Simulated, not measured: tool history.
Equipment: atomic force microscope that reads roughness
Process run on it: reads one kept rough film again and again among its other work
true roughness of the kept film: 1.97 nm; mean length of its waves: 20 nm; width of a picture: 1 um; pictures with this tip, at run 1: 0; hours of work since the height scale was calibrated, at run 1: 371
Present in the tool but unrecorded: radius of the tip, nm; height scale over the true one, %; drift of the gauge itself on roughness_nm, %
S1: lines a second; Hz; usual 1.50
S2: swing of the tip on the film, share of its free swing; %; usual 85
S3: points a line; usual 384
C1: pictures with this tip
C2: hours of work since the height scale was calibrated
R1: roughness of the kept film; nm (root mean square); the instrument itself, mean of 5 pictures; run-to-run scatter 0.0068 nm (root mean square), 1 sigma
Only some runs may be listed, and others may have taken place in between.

| run | hour | S1 | S2 | S3 | C1 | C2 | R1 |
|---|---|---|---|---|---|---|---|
| 1 | 0.0 | 1.50 | 85 | 384 | 0 | 371 | 1.353 |
| 2 | 16.1 | 1.50 | 85 | 384 | 29 | 379 | 1.276 |
| 3 | 47.9 | 1.50 | 85 | 384 | 85 | 396 | 1.147 |
|  | 67.8 | new tip fitted |
| 4 | 87.4 | 1.50 | 85 | 384 | 35 | 416 | 1.272 |
| 5 | 127.6 | 1.50 | 85 | 384 | 105 | 437 | 1.104 |
|  | 135.6 | new tip fitted |
| 6 | 154.5 | 1.50 | 85 | 384 | 33 | 451 | 1.233 |
| 7 | 177.7 | 1.50 | 85 | 384 | 74 | 463 | 1.150 |
|  | 203.7 | new tip fitted |
| 8 | 217.2 | 1.50 | 85 | 384 | 24 | 484 | 1.273 |
| 9 | 256.8 | 1.50 | 85 | 384 | 93 | 505 | 1.104 |
|  | 270.9 | new tip fitted |
| 10 | 291.3 | 2.40 | 85 | 384 | 36 | 522 | 1.130 |
| 11 | 326.9 | 2.40 | 85 | 384 | 99 | 541 | 1.017 |
|  | 336.9 | new tip fitted |
| 12 | 366.3 | 2.40 | 85 | 384 | 52 | 561 | 1.118 |
| 13 | 386.1 | 2.40 | 85 | 384 | 87 | 572 | 1.051 |
|  | 404.8 | new tip fitted |
| 14 | 423.2 | 1.50 | 85 | 487 | 32 | 591 | 1.275 |
| 15 | 456.4 | 1.50 | 85 | 384 | 91 | 608 | 1.121 |
|  | 472.9 | new tip fitted |
| 16 | 490.3 | 1.50 | 85 | 384 | 31 | 626 | 1.273 |
| 17 | 525.5 | 1.50 | 85 | 384 | 93 | 644 | 1.133 |
|  | 529.1 | height scale calibrated on a step standard |
|  | 541.0 | new tip fitted |
| 18 | 554.5 | 1.50 | 85 | 384 | 23 | 13 | 1.288 |
| 19 | 582.4 | 1.50 | 85 | 322 | 73 | 28 | 1.171 |
| 20 | 602.2 | 1.50 | 85 | 365 | 107 | 38 | 1.091 |
|  | 607.6 | new tip fitted |
| 21 | 627.8 | 1.50 | 85 | 365 | 36 | 51 | 1.246 |
| 22 | 666.6 | 1.50 | 85 | 365 | 104 | 71 | 1.104 |
|  | 674.7 | new tip fitted |
| 23 | 695.9 | 0.82 | 85 | 384 | 37 | 87 | 1.334 |
|  | 713.4 | height scale calibrated on a step standard, once more |
| 24 | 724.5 | 1.50 | 85 | 384 | 86 | 6 | 1.151 |
|  | 744.3 | new tip fitted |
| 25 | 757.7 | 1.50 | 85 | 384 | 23 | 23 | 1.267 |
| 26 | 774.2 | 1.03 | 59 | 503 | 52 | 32 | 1.397 |
| 27 | 803.3 | 3.93 | 77 | 572 | 104 | 47 | 0.991 |
|  | 810.2 | new tip fitted |
| 28 | 842.1 | 3.93 | 77 | 572 | 56 | 67 | 1.075 |
|  | 876.1 | new tip fitted |
| 29 | 876.1 | 1.50 | 85 | 360 | 0 | 84 | 1.341 |
| 30 | 912.8 | 1.50 | 81 | 514 | 65 | 104 | 1.227 |
| 31 | 932.1 | 1.50 | 81 | 514 | 99 | 114 | 1.151 |
|  | 944.3 | new tip fitted |
| 32 | 959.4 | 0.63 | 83 | 642 | 26 | 128 | 1.447 |
| 33 | 979.2 | 2.33 | 84 | 642 | 61 | 138 | 1.139 |
| 34 | 1004.5 | 3.12 | 68 | 660 | 106 | 151 | 1.137 |
|  | 1010.9 | new tip fitted |
| 35 | 1041.6 | 0.66 | 85 | 384 | 55 | 171 | 1.309 |
| 36 | 1067.3 | 0.68 | 72 | 337 | 100 | 184 | 1.244 |
|  | 1076.9 | new tip fitted |
| 37 | 1095.2 | 1.50 | 63 | 384 | 32 | 198 | 1.426 |
| 38 | 1126.3 | 2.54 | 73 | 418 | 87 | 215 | 1.155 |
|  | 1143.6 | new tip fitted |
| 39 | 1143.6 | 0.80 | 63 | 384 | 0 | 223 | 1.552 |
| 40 | 1177.7 | 0.80 | 63 | 384 | 60 | 241 | 1.367 |
| 41 | 1198.3 | 0.80 | 63 | 384 | 96 | 252 | 1.288 |
|  | 1210.0 | new tip fitted |
| 42 | 1225.0 | 3.50 | 69 | 285 | 26 | 266 | 1.273 |
| 43 | 1264.7 | 0.54 | 77 | 493 | 96 | 287 | 1.284 |
|  | 1276.7 | new tip fitted |
| 44 | 1293.9 | 1.50 | 84 | 258 | 30 | 302 | 1.252 |
| 45 | 1313.0 | 0.58 | 59 | 307 | 64 | 312 | 1.379 |
| 46 | 1332.4 | 3.88 | 82 | 384 | 98 | 322 | 0.937 |
|  | 1343.0 | new tip fitted |
| 47 | 1359.6 | 3.88 | 57 | 384 | 29 | 336 | 1.367 |
| 48 | 1395.1 | 2.38 | 57 | 384 | 92 | 354 | 1.268 |
|  | 1410.8 | new tip fitted |
| 49 | 1432.2 | 2.38 | 57 | 384 | 38 | 374 | 1.407 |
| 50 | 1455.2 | 1.78 | 88 | 384 | 79 | 386 | 1.091 |

Hidden state at the last listed run before each entry between runs and at the first one after, where it differs:
Run 3 -> run 4: new tip fitted (hour 67.8)
  radius of the tip, nm: 21.6 -> 14.9; height scale over the true one, %: -0.24 -> -0.25
  measured value less the no-hidden-state value, R1: -0.220 -> -0.105 nm (root mean square)
Run 5 -> run 6: new tip fitted (hour 135.6)
  radius of the tip, nm: 24.9 -> 16.1; height scale over the true one, %: -0.27 -> -0.28
  measured value less the no-hidden-state value, R1: -0.272 -> -0.126 nm (root mean square)
Run 7 -> run 8: new tip fitted (hour 203.7)
  radius of the tip, nm: 21.5 -> 14.8; height scale over the true one, %: -0.29 -> -0.3
  measured value less the no-hidden-state value, R1: -0.218 -> -0.104 nm (root mean square)
Run 9 -> run 10: new tip fitted (hour 270.9)
  radius of the tip, nm: 24 -> 15.8; height scale over the true one, %: -0.31 -> -0.33
  measured value less the no-hidden-state value, R1: -0.256 -> -0.111 nm (root mean square)
Run 11 -> run 12: new tip fitted (hour 336.9)
  radius of the tip, nm: 23.9 -> 16.9; height scale over the true one, %: -0.34 -> -0.35
  measured value less the no-hidden-state value, R1: -0.234 -> -0.130 nm (root mean square)
Run 13 -> run 14: new tip fitted (hour 404.8)
  radius of the tip, nm: 21.6 -> 14.5; height scale over the true one, %: -0.36 -> -0.38
  measured value less the no-hidden-state value, R1: -0.202 -> -0.098 nm (root mean square)
Run 15 -> run 16: new tip fitted (hour 472.9)
  radius of the tip, nm: 23 -> 14.5; height scale over the true one, %: -0.39 -> -0.4
  measured value less the no-hidden-state value, R1: -0.243 -> -0.100 nm (root mean square)
Run 17 -> run 18: height scale calibrated on a step standard (hour 529.1); new tip fitted (hour 541.0)
  radius of the tip, nm: 22.8 -> 12.8; height scale over the true one, %: -0.41 -> -0.67
  measured value less the no-hidden-state value, R1: -0.241 -> -0.069 nm (root mean square)
Run 20 -> run 21: new tip fitted (hour 607.6)
  radius of the tip, nm: 24.6 -> 15.4; height scale over the true one, %: -0.69 -> -0.7
  measured value less the no-hidden-state value, R1: -0.270 -> -0.119 nm (root mean square)
Run 22 -> run 23: new tip fitted (hour 674.7)
  radius of the tip, nm: 23.9 -> 15.8; height scale over the true one, %: -0.71 -> -0.72
  measured value less the no-hidden-state value, R1: -0.257 -> -0.136 nm (root mean square)
Run 23 -> run 24: height scale calibrated on a step standard, once more (hour 713.4)
  radius of the tip, nm: 15.8 -> 22.3; height scale over the true one, %: -0.72 -> -0.02
  measured value less the no-hidden-state value, R1: -0.136 -> -0.228 nm (root mean square)
Run 24 -> run 25: new tip fitted (hour 744.3)
  radius of the tip, nm: 22.3 -> 14.2; height scale over the true one, %: -0.02 -> -0.03
  measured value less the no-hidden-state value, R1: -0.228 -> -0.087 nm (root mean square)
Run 27 -> run 28: new tip fitted (hour 810.2)
  radius of the tip, nm: 25.4 -> 18.6; height scale over the true one, %: -0.05 -> -0.06
  measured value less the no-hidden-state value, R1: -0.247 -> -0.152 nm (root mean square)
Run 28 -> run 29: new tip fitted (hour 876.1)
  radius of the tip, nm: 18.6 -> 10.7; height scale over the true one, %: -0.06 -> -0.07
  measured value less the no-hidden-state value, R1: -0.152 -> -0.015 nm (root mean square)
Run 31 -> run 32: new tip fitted (hour 944.3)
  radius of the tip, nm: 23.9 -> 13.3; height scale over the true one, %: -0.09 -> -0.1
  measured value less the no-hidden-state value, R1: -0.263 -> -0.078 nm (root mean square)
Run 34 -> run 35: new tip fitted (hour 1010.9)
  radius of the tip, nm: 24.4 -> 18.6; height scale over the true one, %: -0.12 -> -0.13
  measured value less the no-hidden-state value, R1: -0.270 -> -0.184 nm (root mean square)
Run 36 -> run 37: new tip fitted (hour 1076.9)
  radius of the tip, nm: 24.9 -> 14.3; height scale over the true one, %: -0.14 -> -0.15
  measured value less the no-hidden-state value, R1: -0.304 -> -0.103 nm (root mean square)
Run 38 -> run 39: new tip fitted (hour 1143.6)
  radius of the tip, nm: 21.8 -> 10.3; height scale over the true one, %: -0.16 -> -0.17
  measured value less the no-hidden-state value, R1: -0.223 -> -0.011 nm (root mean square)
Run 41 -> run 42: new tip fitted (hour 1210.0)
  radius of the tip, nm: 23.6 -> 13.7; height scale over the true one, %: -0.19 -> -0.2
  measured value less the no-hidden-state value, R1: -0.286 -> -0.079 nm (root mean square)
Run 43 -> run 44: new tip fitted (hour 1276.7)
  radius of the tip, nm: 23.1 -> 14.6; height scale over the true one, %: -0.21 -> -0.22
  measured value less the no-hidden-state value, R1: -0.277 -> -0.097 nm (root mean square)
Run 46 -> run 47: new tip fitted (hour 1343.0)
  radius of the tip, nm: 23.9 -> 14.1; height scale over the true one, %: -0.24 -> -0.25
  measured value less the no-hidden-state value, R1: -0.213 -> -0.095 nm (root mean square)
Run 48 -> run 49: new tip fitted (hour 1410.8)
  radius of the tip, nm: 22.7 -> 15.3; height scale over the true one, %: -0.26 -> -0.27
  measured value less the no-hidden-state value, R1: -0.265 -> -0.126 nm (root mean square)
